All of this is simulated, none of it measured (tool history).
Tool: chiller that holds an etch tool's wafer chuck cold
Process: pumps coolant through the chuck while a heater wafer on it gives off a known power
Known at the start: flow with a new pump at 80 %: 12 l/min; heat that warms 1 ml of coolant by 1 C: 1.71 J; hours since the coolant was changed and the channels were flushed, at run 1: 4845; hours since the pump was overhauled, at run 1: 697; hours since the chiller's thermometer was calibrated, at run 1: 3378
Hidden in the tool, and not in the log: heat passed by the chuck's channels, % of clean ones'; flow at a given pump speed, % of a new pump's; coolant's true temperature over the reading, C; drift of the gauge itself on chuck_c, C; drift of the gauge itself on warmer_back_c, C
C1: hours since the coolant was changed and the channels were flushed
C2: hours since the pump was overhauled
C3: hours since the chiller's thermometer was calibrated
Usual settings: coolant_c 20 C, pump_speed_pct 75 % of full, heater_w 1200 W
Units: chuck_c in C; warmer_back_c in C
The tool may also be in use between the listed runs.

Run 1, hour 0: usual settings; C1 4845; C2 697; C3 3378. Result: chuck_c 32.5 C, warmer_back_c 3.82 C.
Run 2, hour 17: usual settings; C1 4862; C2 714; C3 3395. Result: chuck_c 32.5 C, warmer_back_c 3.8 C.
Run 3, hour 37.7: usual settings but coolant_c 24 C; C1 4883; C2 735; C3 3416. Result: chuck_c 36.8 C, warmer_back_c 3.78 C.
Run 4, hour 70.7: usual settings but coolant_c 28 C; C1 4916; C2 768; C3 3449. Result: chuck_c 40.3 C, warmer_back_c 3.79 C.
Run 5, hour 92.2: usual settings but coolant_c 28 C, heater_w 1386 W; C1 4937; C2 789; C3 3471. Result: chuck_c 42.4 C, warmer_back_c 4.38 C.
Run 6, hour 109.5: usual settings but coolant_c 28 C, heater_w 1386 W; C1 4954; C2 806; C3 3488. Result: chuck_c 42.6 C, warmer_back_c 4.38 C.

Run 7 comes next. What will it give?
Run 7, hour 134.2: usual settings but coolant_c 10 C; C1 4979; C2 831; C3 3513. Result: chuck_c ?, warmer_back_c ?.

chuck_c: 22.7 C
warmer_back_c: 3.77 C
Without the tool's hidden state the same run would have given chuck_c 21.2 C, warmer_back_c 3.72 C.
